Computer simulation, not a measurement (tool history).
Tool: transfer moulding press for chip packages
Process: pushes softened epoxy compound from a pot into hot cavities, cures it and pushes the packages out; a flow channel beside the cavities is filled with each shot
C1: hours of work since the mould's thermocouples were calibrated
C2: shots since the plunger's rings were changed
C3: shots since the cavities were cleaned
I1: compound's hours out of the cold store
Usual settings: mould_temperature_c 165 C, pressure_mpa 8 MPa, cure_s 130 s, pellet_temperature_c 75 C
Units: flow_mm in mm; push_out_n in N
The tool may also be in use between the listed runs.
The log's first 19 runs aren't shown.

At day 5.338: mould's thermocouples calibrated.
Run 20, day 5.621: usual settings but pressure_mpa 7.88 MPa, cure_s 154 s, pellet_temperature_c 78 C; C1 4; C2 3912; C3 417; I1 28.3. Result: flow_mm 580 mm, push_out_n 261 N.
Run 21, day 5.988: usual settings but pressure_mpa 9.26 MPa, cure_s 124 s; C1 9; C2 3984; C3 489; I1 44.6. Result: flow_mm 568 mm, push_out_n 276 N.
Run 22, day 6.25: usual settings but pressure_mpa 9.26 MPa, cure_s 147 s; C1 13; C2 4035; C3 540; I1 22. Result: flow_mm 651 mm, push_out_n 269 N.
Run 23, day 6.508: usual settings but mould_temperature_c 161 C, pressure_mpa 9.26 MPa, cure_s 167 s, pellet_temperature_c 80 C; C1 17; C2 4087; C3 592; I1 16.6. Result: flow_mm 694 mm, push_out_n 273 N.
Run 24, day 6.712: usual settings but cure_s 141 s, pellet_temperature_c 83 C; C1 20; C2 4127; C3 632; I1 18.4. Result: flow_mm 618 mm, push_out_n 290 N.
Run 25, day 6.875: usual settings but mould_temperature_c 173 C, pressure_mpa 9.13 MPa, cure_s 141 s, pellet_temperature_c 79 C; C1 22; C2 4159; C3 664; I1 23. Result: flow_mm 611 mm, push_out_n 282 N.
At day 7.254: cavities cleaned with cleaning compound and waxed.
Run 26, day 7.308: usual settings but mould_temperature_c 173 C, pressure_mpa 9.51 MPa, cure_s 141 s, pellet_temperature_c 79 C; C1 28; C2 4232; C3 11; I1 45.3. Result: flow_mm 545 mm, push_out_n 187 N.
Run 27, day 7.558: usual settings but mould_temperature_c 172 C, pressure_mpa 8.59 MPa, cure_s 167 s; C1 31; C2 4281; C3 60; I1 46. Result: flow_mm 518 mm, push_out_n 201 N.
Run 28, day 7.796: usual settings but mould_temperature_c 172 C, pressure_mpa 8.59 MPa, cure_s 167 s; C1 35; C2 4328; C3 107; I1 36. Result: flow_mm 552 mm, push_out_n 206 N.
Run 29, day 8.183: usual settings but mould_temperature_c 158 C; C1 41; C2 4404; C3 183; I1 37.4. Result: flow_mm 577 mm, push_out_n 309 N.
At day 8.662: plunger's sealing rings changed.
Run 30, day 8.671: usual settings but mould_temperature_c 173 C, pressure_mpa 6.67 MPa, cure_s 166 s, pellet_temperature_c 77 C; C1 46; C2 1; C3 258; I1 10.9. Result: flow_mm 588 mm, push_out_n 222 N.

3 ways to go on from here, each from the tool as it stands after run 30. What would each give?
Run A, day 8.862: usual settings but pressure_mpa 9.74 MPa; C1 49; C2 39; C3 296; I1 43.8. Result: flow_mm ?, push_out_n ?.
Run B, day 8.862: usual settings but mould_temperature_c 162 C, pressure_mpa 8.99 MPa, pellet_temperature_c 72 C; C1 49; C2 39; C3 296; I1 8.6. Result: flow_mm ?, push_out_n ?.
Run C, day 8.862: usual settings but mould_temperature_c 169 C, pressure_mpa 8.12 MPa, pellet_temperature_c 67 C; C1 49; C2 39; C3 296; I1 19.1. Result: flow_mm ?, push_out_n ?.

run  flow_mm  push_out_n
  A      609         251
  B      748         275
  C      636         237
Without the tool's hidden state the same runs would have given:
run  flow_mm  push_out_n
  A      612         196
  B      751         215
  C      638         183
